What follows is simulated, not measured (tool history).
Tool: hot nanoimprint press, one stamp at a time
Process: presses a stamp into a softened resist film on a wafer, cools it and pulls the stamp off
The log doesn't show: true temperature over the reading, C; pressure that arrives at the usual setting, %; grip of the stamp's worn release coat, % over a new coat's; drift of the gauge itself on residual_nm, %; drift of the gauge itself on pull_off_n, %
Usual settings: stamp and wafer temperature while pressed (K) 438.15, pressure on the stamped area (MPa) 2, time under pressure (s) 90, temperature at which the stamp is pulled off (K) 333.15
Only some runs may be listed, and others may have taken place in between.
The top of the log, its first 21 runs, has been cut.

run   hour  stamp and wafer temperature while pressed (K)  pressure on the stamped area (MPa)  time under pressure (s)  temperature at which the stamp is pulled off (K)  hours of work since the thermocouple was calibrated  imprints on the stamp's release coat  hours of work since the press's seals were changed  resist left under the stamp's widest pad (nm)  greatest force while the stamp is pulled off (N)
 22  271.7                                         446.15                                1.77                      114                                            334.15                                                   18                                  1112                                                 511                                          127.1                                               128
 23  283.7                                         438.15                                1.23                       90                                            319.15                                                   26                                  1138                                                 519                                            218                                               155
 24  291.2                                         434.15                                2.02                      144                                            319.15                                                   31                                  1154                                                 524                                          168.5                                               158
 25  305.9                                         435.15                                2.02                      105                                            319.15                                                   41                                  1185                                                 533                                          179.8                                               155
     317.2  -- stamp cleaned and given a new release coat
 26  321.3                                         433.15                                1.68                      105                                            319.15                                                   47                                     8                                                 540                                          211.7                                               126
 27  335.6                                         433.15                                2.23                      105                                            319.15                                                   57                                    39                                                 549                                          184.7                                               127
 28  343.8                                         433.15                                2.23                      105                                            319.15                                                   62                                    56                                                 555                                          183.8                                               130
 29  357.8                                         437.15                                 1.7                       90                                            333.15                                                   72                                    86                                                 564                                          192.6                                               107
 30  365.4                                         437.15                                 1.7                       90                                            333.15                                                   77                                   102                                                 569                                          192.1                                               108

Alternative continuations, all from the tool just after run 30; predict every row:
  A  377.2                                         437.15                                2.26                       90                                            333.15                                                   84                                   127                                                 577                                              ?                                                 ?
  B  377.2                                         439.15                                   2                       84                                            333.15                                                   84                                   127                                                 577                                              ?                                                 ?
  C  377.2                                         448.15                                 1.5                       90                                            324.15                                                   84                                   127                                                 577                                              ?                                                 ?

run  resist left under the stamp's widest pad (nm)  greatest force while the stamp is pulled off (N)
  A                                            166                                               107
  B                                          168.4                                               108
  C                                          141.1                                               126
With no hidden state in the tool, these same runs would have given:
run  resist left under the stamp's widest pad (nm)  greatest force while the stamp is pulled off (N)
  A                                          164.7                                               105
  B                                          167.4                                               106
  C                                          140.8                                               124

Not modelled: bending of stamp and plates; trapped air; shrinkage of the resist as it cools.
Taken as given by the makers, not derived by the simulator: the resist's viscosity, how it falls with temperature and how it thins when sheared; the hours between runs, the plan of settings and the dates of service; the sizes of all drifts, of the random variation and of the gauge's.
